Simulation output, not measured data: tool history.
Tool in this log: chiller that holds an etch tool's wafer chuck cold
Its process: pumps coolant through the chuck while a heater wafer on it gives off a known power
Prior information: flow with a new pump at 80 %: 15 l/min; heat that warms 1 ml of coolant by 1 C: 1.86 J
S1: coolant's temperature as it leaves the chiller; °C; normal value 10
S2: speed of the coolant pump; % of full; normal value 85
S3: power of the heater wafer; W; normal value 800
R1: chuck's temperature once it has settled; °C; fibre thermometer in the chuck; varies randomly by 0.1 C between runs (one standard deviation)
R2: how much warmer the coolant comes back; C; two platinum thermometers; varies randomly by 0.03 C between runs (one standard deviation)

| run | hour | S1 | S2 | S3 | R1 | R2 |
|---|---|---|---|---|---|---|
| 1 | 0.0 | 10 | 85 | 800 | 18.5 | 1.88 |
| 2 | 80.6 | 10 | 85 | 800 | 18.4 | 1.87 |
| 3 | 143.8 | 2 | 85 | 800 | 10.6 | 1.88 |
| 4 | 212.8 | 10 | 85 | 800 | 18.7 | 1.84 |
| 5 | 324.4 | 10 | 85 | 800 | 18.6 | 1.91 |
| 6 | 419.2 | 10 | 85 | 800 | 18.6 | 1.88 |
| 7 | 515.8 | 10 | 85 | 800 | 18.8 | 1.88 |
| 8 | 627.6 | 10 | 85 | 800 | 18.9 | 1.89 |
| 9 | 717.4 | 10 | 91 | 800 | 18.5 | 1.78 |
|  | 749.8 | chiller's thermometer calibrated |
| 10 | 809.5 | 15 | 61 | 800 | 26.5 | 2.56 |
| 11 | 860.0 | 2 | 65 | 800 | 13.5 | 2.44 |
| 12 | 908.4 | 2 | 65 | 800 | 13.5 | 2.46 |
| 13 | 984.3 | 2 | 65 | 800 | 13.2 | 2.47 |
|  | 1062.7 | coolant pump overhauled |
| 14 | 1062.7 | 2 | 65 | 1039 | 15.2 | 2.75 |
| 15 | 1134.0 | 0 | 71 | 497 | 6.0 | 1.16 |

Run 16 has not been measured yet. What should we expect?
| 16 | 1216.1 | 10 | 78 | 477 | ? | ? |

{"run 16": {"R1": 15.4, "R2": 1.03}}
With no hidden state in the tool, this same run would have given R1 14.9 °C, R2 1.03 C.
